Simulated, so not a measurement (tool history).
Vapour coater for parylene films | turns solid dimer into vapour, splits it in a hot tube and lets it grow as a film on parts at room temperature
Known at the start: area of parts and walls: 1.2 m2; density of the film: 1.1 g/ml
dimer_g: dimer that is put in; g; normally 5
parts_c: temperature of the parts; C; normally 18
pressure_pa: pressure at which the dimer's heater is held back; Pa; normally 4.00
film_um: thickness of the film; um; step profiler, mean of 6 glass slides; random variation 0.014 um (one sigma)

| run | hour | dimer_g | parts_c | pressure_pa | film_um |
|---|---|---|---|---|---|
| 1 | 0.0 | 5 | 18 | 4.00 | 1.87 |
| 2 | 53.3 | 5 | 18 | 4.00 | 1.83 |
| 3 | 97.8 | 5 | 18 | 4.00 | 1.87 |
| 4 | 158.1 | 5 | 18 | 4.00 | 1.84 |
| 5 | 184.8 | 5 | 18 | 4.00 | 1.87 |
| 6 | 244.6 | 5 | 18 | 4.00 | 1.86 |
| 7 | 300.3 | 5 | 18 | 4.00 | 1.86 |
| 8 | 364.7 | 5 | 18 | 4.00 | 1.85 |
| 9 | 392.3 | 5 | 18 | 4.00 | 1.86 |
| 10 | 432.1 | 5 | 18 | 4.00 | 1.87 |
| 11 | 465.5 | 5 | 18 | 4.00 | 1.86 |
| 12 | 508.3 | 5 | 18 | 4.00 | 1.87 |
| 13 | 537.2 | 5 | 18 | 4.00 | 1.86 |
| 14 | 596.0 | 5 | 18 | 4.00 | 1.83 |
| 15 | 640.7 | 5 | 12 | 4.00 | 2.49 |
| 16 | 702.9 | 5 | 18 | 4.00 | 1.87 |
| 17 | 758.7 | 2 | 11 | 4.00 | 1.05 |
| 18 | 810.9 | 6 | 11 | 4.00 | 3.14 |
| 19 | 860.2 | 6 | 18 | 5.03 | 2.08 |
|  | 885.3 | trap's valve overhauled |
| 20 | 901.4 | 3 | 26 | 6.29 | 0.68 |
| 21 | 954.1 | 3 | 29 | 2.85 | 0.70 |

Estimate the outcome of run 22 from the log above:
| 22 | 981.1 | 6 | 13 | 9.59 | ? |

{"run 22": {"film_um": 2.29}}
With no hidden state in the tool, this same run would have given film_um 2.29 um.
